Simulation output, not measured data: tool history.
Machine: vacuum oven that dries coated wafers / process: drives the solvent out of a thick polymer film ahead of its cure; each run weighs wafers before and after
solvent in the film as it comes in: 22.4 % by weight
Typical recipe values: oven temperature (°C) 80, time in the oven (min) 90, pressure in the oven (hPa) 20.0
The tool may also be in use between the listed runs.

run   hour  oven temperature (°C)  time in the oven (min)  pressure in the oven (hPa)  solvent left in the film (%)
  1    0.0                     80                      90                        20.0                          3.20
  2   23.7                     80                      90                        20.0                          3.32
  3   39.8                     80                      90                        20.0                          3.32
  4   70.5                     80                      90                        20.0                          3.43
  5   95.4                     80                      90                        20.0                          3.45
  6  118.3                     80                      90                        20.0                          3.28
  7  149.9                     80                      90                        20.0                          3.18
  8  165.9                     80                      90                        53.0                          5.02
  9  191.5                     80                      90                        16.6                          3.12
 10  214.1                     80                      90                        16.6                          3.21
 11  237.1                     80                      90                        16.6                          3.23
 12  261.1                     80                      90                        16.6                          3.17
 13  287.4                     80                      75                        16.6                          4.08
 14  318.9                     80                      75                        16.6                          4.08
 15  340.3                     70                      90                        69.7                          9.55
 16  355.2                     83                      56                        14.6                          4.81
 17  384.9                     67                      48                        20.0                         11.31
 18  410.4                     67                      48                        20.0                         11.11

Estimate the outcome of run 19 from the log above:
 19  427.6                     88                      63                        38.7                             ?

solvent left in the film (%): 3.83
Take away the tool's hidden state, keep the run-to-run variation as it was, and the same run would have given solvent left in the film (%) 3.82.
